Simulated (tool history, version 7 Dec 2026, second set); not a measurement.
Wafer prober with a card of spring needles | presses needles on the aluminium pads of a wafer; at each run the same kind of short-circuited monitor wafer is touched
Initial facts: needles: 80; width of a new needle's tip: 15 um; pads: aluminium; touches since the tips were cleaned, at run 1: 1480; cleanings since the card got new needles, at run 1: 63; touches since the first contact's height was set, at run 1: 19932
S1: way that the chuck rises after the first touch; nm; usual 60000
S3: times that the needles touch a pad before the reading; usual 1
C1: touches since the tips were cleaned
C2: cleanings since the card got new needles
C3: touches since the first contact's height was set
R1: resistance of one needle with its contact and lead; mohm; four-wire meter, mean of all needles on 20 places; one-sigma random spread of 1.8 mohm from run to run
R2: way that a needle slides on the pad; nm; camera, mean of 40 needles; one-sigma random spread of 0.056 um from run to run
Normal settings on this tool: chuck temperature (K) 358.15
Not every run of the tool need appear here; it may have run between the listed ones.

run 1 hour=0.0 | S1=60000 chuck_temperature_(K)=358.15 S3=1 | C1=1480 C2=63 C3=19932 | R1=179 R2=7710
-- hour=3.7 tips cleaned on abrasive film
-- hour=11.0 tips cleaned on abrasive film
-- hour=20.1 tips cleaned on abrasive film
-- hour=27.4 tips cleaned on abrasive film
-- hour=36.5 tips cleaned on abrasive film
-- hour=45.7 tips cleaned on abrasive film
-- hour=54.8 tips cleaned on abrasive film
-- hour=62.1 tips cleaned on abrasive film
-- hour=71.2 tips cleaned on abrasive film
run 2 hour=78.4 | S1=60000 chuck_temperature_(K)=358.15 S3=3 | C1=1994 C2=72 C3=41376 | R1=178 R2=7600
-- hour=80.3 tips cleaned on abrasive film
-- hour=87.6 tips cleaned on abrasive film
-- hour=94.9 tips cleaned on abrasive film
-- hour=104.0 tips cleaned on abrasive film
-- hour=111.4 tips cleaned on abrasive film
-- hour=118.7 tips cleaned on abrasive film
-- hour=127.8 tips cleaned on abrasive film
-- hour=135.1 tips cleaned on abrasive film
run 3 hour=142.0 | S1=60000 chuck_temperature_(K)=358.15 S3=3 | C1=1903 C2=80 C3=58739 | R1=182 R2=7570
-- hour=143.9 tips cleaned on abrasive film
-- hour=149.6 height of the first contact set anew
-- hour=151.5 tips cleaned on abrasive film
-- hour=158.8 tips cleaned on abrasive film
-- hour=167.9 tips cleaned on abrasive film
-- hour=177.0 tips cleaned on abrasive film
-- hour=184.3 tips cleaned on abrasive film
-- hour=191.6 tips cleaned on abrasive film
-- hour=200.7 tips cleaned on abrasive film
run 4 hour=206.4 | S1=45000 chuck_temperature_(K)=358.15 S3=1 | C1=1553 C2=88 C3=15517 | R1=186 R2=5710
-- hour=208.3 tips cleaned on abrasive film
-- hour=215.6 tips cleaned on abrasive film
-- hour=224.7 tips cleaned on abrasive film
-- hour=233.8 tips cleaned on abrasive film
-- hour=241.1 tips cleaned on abrasive film
-- hour=250.2 tips cleaned on abrasive film
-- hour=257.5 tips cleaned on abrasive film
-- hour=264.8 tips cleaned on abrasive film
-- hour=272.1 tips cleaned on abrasive film
-- hour=281.3 tips cleaned on abrasive film
-- hour=290.4 tips cleaned on abrasive film
run 5 hour=290.8 | S1=60000 chuck_temperature_(K)=358.15 S3=1 | C1=123 C2=99 C3=38583 | R1=187 R2=7690
-- hour=298.1 tips cleaned on abrasive film
-- hour=305.4 tips cleaned on abrasive film
-- hour=312.7 tips cleaned on abrasive film
-- hour=320.1 tips cleaned on abrasive film
-- hour=327.4 tips cleaned on abrasive film
-- hour=334.7 tips cleaned on abrasive film
run 6 hour=338.1 | S1=60000 chuck_temperature_(K)=308.15 S3=1 | C1=951 C2=105 C3=51503 | R1=174 R2=7670
-- hour=343.6 tips cleaned on abrasive film
-- hour=350.9 tips cleaned on abrasive film
-- hour=358.2 tips cleaned on abrasive film
-- hour=365.6 tips cleaned on abrasive film
-- hour=372.9 tips cleaned on abrasive film
-- hour=373.2 height of the first contact set anew
-- hour=382.3 tips cleaned on abrasive film
-- hour=391.4 tips cleaned on abrasive film
-- hour=398.7 tips cleaned on abrasive film
run 7 hour=399.0 | S1=60000 chuck_temperature_(K)=308.15 S3=1 | C1=89 C2=113 C3=7071 | R1=172 R2=7680
-- hour=406.3 tips cleaned on abrasive film
-- hour=413.6 tips cleaned on abrasive film
-- hour=421.0 tips cleaned on abrasive film
-- hour=430.1 tips cleaned on abrasive film
-- hour=439.2 tips cleaned on abrasive film
-- hour=446.5 tips cleaned on abrasive film
-- hour=455.6 tips cleaned on abrasive film
-- hour=462.9 tips cleaned on abrasive film
run 8 hour=469.6 | S1=60000 chuck_temperature_(K)=298.15 S3=1 | C1=1853 C2=121 C3=26379 | R1=171 R2=7610
-- hour=471.5 tips cleaned on abrasive film
-- hour=480.6 tips cleaned on abrasive film
-- hour=487.9 tips cleaned on abrasive film
-- hour=495.2 tips cleaned on abrasive film
-- hour=504.4 tips cleaned on abrasive film
-- hour=511.7 tips cleaned on abrasive film
-- hour=519.0 tips cleaned on abrasive film
-- hour=526.3 tips cleaned on abrasive film
-- hour=535.4 tips cleaned on abrasive film
-- hour=544.5 tips cleaned on abrasive film
run 9 hour=546.9 | S1=60000 chuck_temperature_(K)=298.15 S3=1 | C1=667 C2=131 C3=47494 | R1=171 R2=7630
-- hour=552.4 tips cleaned on abrasive film
-- hour=561.5 tips cleaned on abrasive film
-- hour=568.9 tips cleaned on abrasive film
-- hour=578.0 tips cleaned on abrasive film
-- hour=585.3 tips cleaned on abrasive film
-- hour=592.6 tips cleaned on abrasive film
-- hour=596.5 height of the first contact set anew
-- hour=602.0 tips cleaned on abrasive film
-- hour=611.1 tips cleaned on abrasive film
-- hour=618.4 tips cleaned on abrasive film
run 10 hour=622.0 | S1=60000 chuck_temperature_(K)=298.15 S3=1 | C1=993 C2=140 C3=6978 | R1=170 R2=7630
-- hour=627.5 tips cleaned on abrasive film
-- hour=634.8 tips cleaned on abrasive film
-- hour=642.1 tips cleaned on abrasive film
-- hour=649.4 tips cleaned on abrasive film
-- hour=656.8 tips cleaned on abrasive film
-- hour=664.1 tips cleaned on abrasive film
-- hour=671.4 tips cleaned on abrasive film
-- hour=680.5 tips cleaned on abrasive film
-- hour=689.6 tips cleaned on abrasive film
-- hour=696.9 tips cleaned on abrasive film
run 11 hour=697.8 | S1=76000 chuck_temperature_(K)=298.15 S3=1 | C1=239 C2=150 C3=27665 | R1=168 R2=9670
-- hour=705.1 tips cleaned on abrasive film
-- hour=714.2 tips cleaned on abrasive film
-- hour=723.3 tips cleaned on abrasive film
-- hour=732.4 tips cleaned on abrasive film
-- hour=741.5 tips cleaned on abrasive film
run 12 hour=742.4 | S1=68000 chuck_temperature_(K)=310.15 S3=2 | C1=229 C2=155 C3=39864 | R1=170 R2=8670
-- hour=749.7 tips cleaned on abrasive film
-- hour=757.0 tips cleaned on abrasive film
-- hour=764.3 tips cleaned on abrasive film
-- hour=773.4 tips cleaned on abrasive film
-- hour=782.5 tips cleaned on abrasive film
-- hour=789.8 tips cleaned on abrasive film
-- hour=797.1 tips cleaned on abrasive film
-- hour=804.5 tips cleaned on abrasive film
-- hour=813.6 tips cleaned on abrasive film
-- hour=819.3 height of the first contact set anew
-- hour=823.0 tips cleaned on abrasive film
run 13 hour=826.4 | S1=57000 chuck_temperature_(K)=310.15 S3=3 | C1=943 C2=165 C3=1941 | R1=175 R2=7260
-- hour=831.9 tips cleaned on abrasive film
-- hour=839.2 tips cleaned on abrasive film
-- hour=846.5 tips cleaned on abrasive film
-- hour=855.6 tips cleaned on abrasive film
-- hour=862.9 tips cleaned on abrasive film
-- hour=870.2 tips cleaned on abrasive film
-- hour=879.4 tips cleaned on abrasive film
-- hour=888.5 tips cleaned on abrasive film
run 14 hour=891.4 | S1=52000 chuck_temperature_(K)=322.15 S3=1 | C1=809 C2=173 C3=19706 | R1=175 R2=6610
-- hour=896.9 tips cleaned on abrasive film
-- hour=904.2 tips cleaned on abrasive film
-- hour=911.5 tips cleaned on abrasive film
-- hour=918.8 tips cleaned on abrasive film
-- hour=928.0 tips cleaned on abrasive film
-- hour=935.3 tips cleaned on abrasive film
-- hour=942.9 tips cleaned on abrasive film
run 15 hour=942.9 | S1=64000 chuck_temperature_(K)=310.15 S3=2 | C1=0 C2=180 C3=33750 | R1=170 R2=8120
-- hour=950.2 tips cleaned on abrasive film
-- hour=957.5 tips cleaned on abrasive film
-- hour=966.6 tips cleaned on abrasive film
-- hour=973.9 tips cleaned on abrasive film
-- hour=981.2 tips cleaned on abrasive film
-- hour=988.5 tips cleaned on abrasive film
-- hour=997.6 tips cleaned on abrasive film
-- hour=1004.9 tips cleaned on abrasive film
-- hour=1012.3 tips cleaned on abrasive film
run 16 hour=1017.3 | S1=55000 chuck_temperature_(K)=346.15 S3=2 | C1=1390 C2=189 C3=54092 | R1=182 R2=7040

Run 17, settings as shown, results not yet in. Your forecast:
-- hour=1021.0 tips cleaned on abrasive film
-- hour=1028.3 tips cleaned on abrasive film
-- hour=1037.4 tips cleaned on abrasive film
-- hour=1041.3 height of the first contact set anew
-- hour=1046.8 tips cleaned on abrasive film
-- hour=1055.9 tips cleaned on abrasive film
-- hour=1063.2 tips cleaned on abrasive film
-- hour=1070.5 tips cleaned on abrasive film
-- hour=1079.7 tips cleaned on abrasive film
-- hour=1087.0 tips cleaned on abrasive film
run 17 hour=1093.9 | S1=55000 chuck_temperature_(K)=346.15 S3=2 | C1=1910 C2=198 C3=14378 | R1=? R2=?

{"run 17": {"R1": 182, "R2": 6970}}
Without the tool's hidden state the same run would have given R1 181 mohm, R2 6970 nm.

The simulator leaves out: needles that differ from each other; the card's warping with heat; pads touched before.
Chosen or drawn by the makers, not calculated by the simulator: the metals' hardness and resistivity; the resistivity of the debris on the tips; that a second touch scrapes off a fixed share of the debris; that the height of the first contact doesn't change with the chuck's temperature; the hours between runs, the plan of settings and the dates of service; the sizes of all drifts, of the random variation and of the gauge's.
